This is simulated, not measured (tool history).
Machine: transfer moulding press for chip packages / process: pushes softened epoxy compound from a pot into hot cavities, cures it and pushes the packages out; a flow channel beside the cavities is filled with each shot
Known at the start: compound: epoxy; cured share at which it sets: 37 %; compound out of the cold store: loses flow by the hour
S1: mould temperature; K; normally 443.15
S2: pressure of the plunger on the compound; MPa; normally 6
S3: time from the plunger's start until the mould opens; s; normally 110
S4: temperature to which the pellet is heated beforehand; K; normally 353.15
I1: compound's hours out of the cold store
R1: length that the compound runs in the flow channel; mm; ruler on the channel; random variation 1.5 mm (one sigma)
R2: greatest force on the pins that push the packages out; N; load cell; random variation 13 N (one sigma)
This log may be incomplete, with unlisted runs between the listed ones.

run	hour	S1	S2	S3	S4	I1	R1	R2
1	0	443.15	6	110	353.15	16.1	667	625
2	11.7	443.15	6	110	353.15	10.4	675	613
3	19.9	449.15	6	110	353.15	28.2	627	434
4	26.7	449.15	6	110	353.15	31.9	619	440
5	35.6	449.15	6	138	353.15	13.2	651	359
6	43.1	443.15	6	110	348.15	46.8	615	600
7	53.2	443.15	6	110	348.15	28.6	646	626
8	63.7	443.15	6	131	348.15	44.9	619	432
9	68.7	445.15	6	110	353.15	33.8	630	515
10	78.2	445.15	6	110	353.15	25.5	644	538
11	86	443.15	6.56	110	356.15	42	650	572
12	93.4	443.15	6	110	352.15	24.5	653	609
13	98.4	446.15	6	110	353.15	22	646	511
14	103.1	446.15	6	110	353.15	13.7	663	522
15	108.8	446.15	6	110	353.15	29.7	635	496
16	115.9	443.15	4.95	110	353.15	9.7	615	638
17	126	443.15	4.95	147	353.15	40.1	568	398
18	135.9	443.15	4.95	147	353.15	34.7	575	400

Withheld: 2 entries from between the runs. Position of each, and hidden state at the listed run before versus the listed run after:
After run 1, before run 2: plunger's sealing rings changed (hour 7)
  pressure that reaches the compound, % of what is set: 99.88 -> 99.99; grip of the stained cavities, % over clean ones': 1.1 -> 1.2
After run 7, before run 8: cavities cleaned with cleaning compound and waxed (hour 59.3)
  pressure that reaches the compound, % of what is set: 99.98 -> 99.97; grip of the stained cavities, % over clean ones': 1.3 -> 0.2
